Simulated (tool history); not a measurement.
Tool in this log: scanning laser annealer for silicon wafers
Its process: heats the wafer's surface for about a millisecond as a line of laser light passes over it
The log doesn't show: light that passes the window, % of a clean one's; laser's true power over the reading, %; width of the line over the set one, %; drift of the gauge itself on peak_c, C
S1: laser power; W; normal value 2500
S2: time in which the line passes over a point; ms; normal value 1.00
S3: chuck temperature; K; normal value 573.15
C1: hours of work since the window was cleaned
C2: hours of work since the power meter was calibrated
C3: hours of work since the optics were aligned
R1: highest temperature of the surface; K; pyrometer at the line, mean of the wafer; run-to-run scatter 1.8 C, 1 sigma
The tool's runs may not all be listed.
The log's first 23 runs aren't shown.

| run | day | S1 | S2 | S3 | C1 | C2 | C3 | R1 |
|---|---|---|---|---|---|---|---|---|
| 24 | 54.404 | 2500 | 1.14 | 604.15 | 328 | 881 | 824 | 1392.15 |
| 25 | 57.521 | 2244 | 1.18 | 573.15 | 366 | 919 | 861 | 1290.15 |
| 26 | 60.658 | 2244 | 1.10 | 544.15 | 403 | 957 | 899 | 1230.15 |
| 27 | 63.483 | 2244 | 0.87 | 547.15 | 437 | 991 | 933 | 1142.15 |
| 28 | 65.283 | 2392 | 0.75 | 551.15 | 459 | 1012 | 955 | 1140.15 |
|  | 66.512 | optics aligned, line set to its width |
| 29 | 68.308 | 2392 | 0.75 | 551.15 | 493 | 1046 | 22 | 1143.15 |
| 30 | 71.504 | 2503 | 0.91 | 597.15 | 531 | 1085 | 60 | 1286.15 |
| 31 | 73.475 | 2230 | 1.09 | 573.15 | 555 | 1109 | 84 | 1248.15 |
| 32 | 76.500 | 2230 | 1.09 | 568.15 | 592 | 1145 | 120 | 1240.15 |
| 33 | 78.883 | 2361 | 1.03 | 568.15 | 620 | 1174 | 149 | 1258.15 |
| 34 | 80.950 | 2294 | 0.95 | 553.15 | 645 | 1198 | 174 | 1191.15 |

For run 35, what comes out?
|  | 82.233 | window over the wafer cleaned |
| 35 | 83.783 | 2424 | 1.00 | 583.15 | 19 | 1232 | 207 | ? |

Run 35 came out at R1 1326.15 K.
If the tool had no hidden condition, the same run with the same run-to-run variation would have returned R1 1326.15 K.
